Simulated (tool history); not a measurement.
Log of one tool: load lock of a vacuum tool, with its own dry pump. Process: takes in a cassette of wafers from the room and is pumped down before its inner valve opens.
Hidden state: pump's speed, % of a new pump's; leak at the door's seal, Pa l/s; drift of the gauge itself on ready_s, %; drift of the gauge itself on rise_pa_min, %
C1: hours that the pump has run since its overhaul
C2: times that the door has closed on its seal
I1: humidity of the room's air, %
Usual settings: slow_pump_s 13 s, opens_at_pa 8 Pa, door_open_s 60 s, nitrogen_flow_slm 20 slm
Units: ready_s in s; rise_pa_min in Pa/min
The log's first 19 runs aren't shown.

{"hour": 1207.2, "done": "door's seal changed, seat wiped"}
{"run": 20, "hour": 1239.9, "slow_pump_s": 13, "opens_at_pa": 13, "door_open_s": 60, "nitrogen_flow_slm": 20, "C1": 4213, "C2": 123, "I1": 43.1, "ready_s": 25.5, "rise_pa_min": 0.082}
{"run": 21, "hour": 1316.5, "slow_pump_s": 13, "opens_at_pa": 8, "door_open_s": 60, "nitrogen_flow_slm": 22, "C1": 4290, "C2": 413, "I1": 47.8, "ready_s": 26.3, "rise_pa_min": 0.086}
{"run": 22, "hour": 1366.7, "slow_pump_s": 14, "opens_at_pa": 8, "door_open_s": 60, "nitrogen_flow_slm": 20, "C1": 4340, "C2": 603, "I1": 42.8, "ready_s": 27.0, "rise_pa_min": 0.084}
{"run": 23, "hour": 1449.3, "slow_pump_s": 10, "opens_at_pa": 10, "door_open_s": 29, "nitrogen_flow_slm": 20, "C1": 4422, "C2": 915, "I1": 44.5, "ready_s": 24.1, "rise_pa_min": 0.063}
{"run": 24, "hour": 1509.6, "slow_pump_s": 10, "opens_at_pa": 10, "door_open_s": 29, "nitrogen_flow_slm": 20, "C1": 4483, "C2": 1143, "I1": 42.8, "ready_s": 23.3, "rise_pa_min": 0.067}
{"run": 25, "hour": 1581.0, "slow_pump_s": 15, "opens_at_pa": 8, "door_open_s": 60, "nitrogen_flow_slm": 20, "C1": 4554, "C2": 1413, "I1": 45.0, "ready_s": 27.6, "rise_pa_min": 0.098}
{"run": 26, "hour": 1653.5, "slow_pump_s": 15, "opens_at_pa": 8, "door_open_s": 183, "nitrogen_flow_slm": 25, "C1": 4627, "C2": 1688, "I1": 41.0, "ready_s": 27.8, "rise_pa_min": 0.138}
{"run": 27, "hour": 1703.8, "slow_pump_s": 16, "opens_at_pa": 8, "door_open_s": 60, "nitrogen_flow_slm": 20, "C1": 4677, "C2": 1878, "I1": 42.1, "ready_s": 28.9, "rise_pa_min": 0.093}

The next listed run, before its measurement:
{"run": 28, "hour": 1782.7, "slow_pump_s": 11, "opens_at_pa": 9, "door_open_s": 60, "nitrogen_flow_slm": 20, "C1": 4756, "C2": 2176, "I1": 47.9, "ready_s": "?", "rise_pa_min": "?"}

{"run 28": {"ready_s": 24.9, "rise_pa_min": 0.111}}
Without the tool's hidden state the same run would have given ready_s 23.7 s, rise_pa_min 0.088 Pa/min.

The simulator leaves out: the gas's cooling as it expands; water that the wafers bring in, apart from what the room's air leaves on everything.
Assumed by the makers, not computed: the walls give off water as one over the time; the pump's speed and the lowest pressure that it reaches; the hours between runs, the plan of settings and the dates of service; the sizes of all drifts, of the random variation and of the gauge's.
